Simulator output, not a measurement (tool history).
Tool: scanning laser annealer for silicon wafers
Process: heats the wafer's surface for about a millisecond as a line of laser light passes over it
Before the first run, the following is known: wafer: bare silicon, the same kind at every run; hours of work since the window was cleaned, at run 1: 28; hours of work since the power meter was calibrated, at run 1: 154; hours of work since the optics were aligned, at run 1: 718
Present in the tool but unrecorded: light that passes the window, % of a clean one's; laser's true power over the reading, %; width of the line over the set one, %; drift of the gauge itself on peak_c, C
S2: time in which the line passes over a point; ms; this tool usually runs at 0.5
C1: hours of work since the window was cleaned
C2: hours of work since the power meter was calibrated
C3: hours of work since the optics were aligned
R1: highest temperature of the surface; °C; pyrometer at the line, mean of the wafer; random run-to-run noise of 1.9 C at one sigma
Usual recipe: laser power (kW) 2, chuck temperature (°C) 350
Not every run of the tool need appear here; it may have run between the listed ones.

run 1 hour=0 | laser_power_(kW)=2 S2=0.5 chuck_temperature_(°C)=350 | C1=28 C2=154 C3=718 | R1=1111
run 2 hour=14.2 | laser_power_(kW)=2.01 S2=0.5 chuck_temperature_(°C)=350 | C1=40 C2=165 C3=729 | R1=1113
run 3 hour=34.4 | laser_power_(kW)=2 S2=0.561 chuck_temperature_(°C)=350 | C1=55 C2=181 C3=745 | R1=1146
-- hour=41.3 optics aligned, line set to its width
run 4 hour=57.9 | laser_power_(kW)=2 S2=0.5 chuck_temperature_(°C)=355 | C1=70 C2=195 C3=13 | R1=1101
run 5 hour=73.6 | laser_power_(kW)=2 S2=0.5 chuck_temperature_(°C)=355 | C1=82 C2=208 C3=25 | R1=1102
run 6 hour=89.3 | laser_power_(kW)=2 S2=0.5 chuck_temperature_(°C)=355 | C1=94 C2=220 C3=37 | R1=1098
run 7 hour=99.5 | laser_power_(kW)=2 S2=0.5 chuck_temperature_(°C)=355 | C1=102 C2=228 C3=45 | R1=1097
-- hour=120.5 optics aligned, line set to its width, once more
run 8 hour=121.5 | laser_power_(kW)=2 S2=0.5 chuck_temperature_(°C)=355 | C1=116 C2=241 C3=1 | R1=1130
run 9 hour=139.1 | laser_power_(kW)=2 S2=0.486 chuck_temperature_(°C)=350 | C1=129 C2=255 C3=15 | R1=1112
run 10 hour=149.2 | laser_power_(kW)=2 S2=0.486 chuck_temperature_(°C)=316 | C1=137 C2=263 C3=22 | R1=1079

Below are 4 alternative next runs, each starting from the tool's condition after run 10. Predict each:
run A hour=160.5 | laser_power_(kW)=1.869 S2=0.557 chuck_temperature_(°C)=353 | C1=146 C2=272 C3=31 | R1=?
run B hour=160.5 | laser_power_(kW)=1.825 S2=0.378 chuck_temperature_(°C)=311 | C1=146 C2=272 C3=31 | R1=?
run C hour=160.5 | laser_power_(kW)=1.894 S2=0.591 chuck_temperature_(°C)=365 | C1=146 C2=272 C3=31 | R1=?
run D hour=160.5 | laser_power_(kW)=1.979 S2=0.353 chuck_temperature_(°C)=317 | C1=146 C2=272 C3=31 | R1=?

run=A R1=1098
run=B R1=923
run=C R1=1142
run=D R1=971
With no hidden state in the tool, these same runs would have given:
run=A R1=1109
run=B R1=932
run=C R1=1153
run=D R1=980

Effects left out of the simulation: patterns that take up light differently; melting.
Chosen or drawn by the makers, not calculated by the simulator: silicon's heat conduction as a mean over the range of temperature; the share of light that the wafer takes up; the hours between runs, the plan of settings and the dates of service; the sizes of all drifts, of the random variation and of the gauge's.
